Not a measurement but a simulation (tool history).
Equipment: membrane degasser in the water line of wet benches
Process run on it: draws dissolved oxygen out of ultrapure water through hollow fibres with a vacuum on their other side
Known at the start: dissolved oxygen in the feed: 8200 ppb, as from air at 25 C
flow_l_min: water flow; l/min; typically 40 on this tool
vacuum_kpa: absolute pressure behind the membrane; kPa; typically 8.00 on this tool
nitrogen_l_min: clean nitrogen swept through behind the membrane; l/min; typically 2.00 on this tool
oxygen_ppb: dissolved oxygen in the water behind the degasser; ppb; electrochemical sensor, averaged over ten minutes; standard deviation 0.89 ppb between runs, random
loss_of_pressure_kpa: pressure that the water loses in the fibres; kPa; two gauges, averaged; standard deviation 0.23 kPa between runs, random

run,hour,flow_l_min,vacuum_kpa,nitrogen_l_min,oxygen_ppb,loss_of_pressure_kpa
1,0.0,40,8.00,2.00,221.9,59.82
2,61.8,40,9.24,2.00,275.2,60.05
3,96.5,40,5.69,2.00,123.5,60.27
4,138.7,25,8.00,2.00,141.3,37.43
5,194.9,25,8.00,2.00,140.6,37.34
6,228.1,40,17.53,2.00,609.5,60.30
7,265.4,40,17.53,2.00,606.4,60.55
8,306.9,40,17.53,2.00,614.2,59.99
9,367.0,40,17.53,2.00,609.6,60.13
10,423.0,40,17.53,2.00,610.0,60.16
11,462.6,40,17.53,2.00,610.9,60.25
12,511.6,40,17.53,2.00,608.6,60.19
13,568.3,40,17.53,2.00,613.2,60.45
14,633.6,40,17.53,2.00,613.3,60.14
15,692.4,40,8.00,2.00,223.1,60.52
16,744.2,40,8.00,2.00,223.6,60.13
17,800.5,41,6.94,2.00,184.6,62.41
18,836.0,41,8.35,1.59,293.1,61.54
19,884.3,41,8.35,1.59,295.9,62.01
20,926.4,40,6.86,2.00,175.7,60.40
21,956.8,40,5.84,2.00,131.3,60.47
22,1021.2,38,6.85,1.21,251.0,57.38
23,1081.5,40,13.58,5.71,184.7,60.38
24,1115.1,55,7.11,0.98,427.4,83.50
25,1154.2,42,4.91,3.47,64.8,63.31
26,1186.5,61,13.19,5.27,303.3,92.37
27,1237.5,49,19.41,0.86,1494.4,74.23
28,1280.7,33,6.18,1.21,181.0,50.19
29,1348.6,40,8.75,2.00,255.8,60.65
30,1377.6,40,5.02,3.88,58.7,60.81
31,1408.1,40,8.71,4.34,134.0,60.57
32,1458.9,40,8.71,4.34,134.1,60.73

What would each run have given without the hidden state, its run-to-run variation left as it was?
The hidden state here: membrane still open, %; true pressure behind the membrane over the reading, kPa; air that leaks in behind the membrane, l/min; drift of the gauge itself on oxygen_ppb, %; drift of the gauge itself on loss_of_pressure_kpa, %.
run,oxygen_ppb,loss_of_pressure_kpa
1,219.8,59.63
2,272.9,59.83
3,121.2,60.04
4,139.8,37.28
5,139.0,37.17
6,606.8,60.02
7,603.7,60.26
8,611.4,59.68
9,606.7,59.79
10,607.0,59.81
11,607.8,59.87
12,605.5,59.80
13,610.0,60.03
14,609.9,59.70
15,220.0,60.05
16,220.4,59.65
17,181.2,61.88
18,289.3,61.01
19,291.9,61.46
20,172.3,59.84
21,127.9,59.90
22,246.4,56.81
23,182.4,59.76
24,420.2,82.63
25,62.1,62.63
26,299.1,91.36
27,1488.8,73.39
28,176.7,49.61
29,251.7,59.92
30,56.0,60.07
31,131.2,59.82
32,131.3,59.96
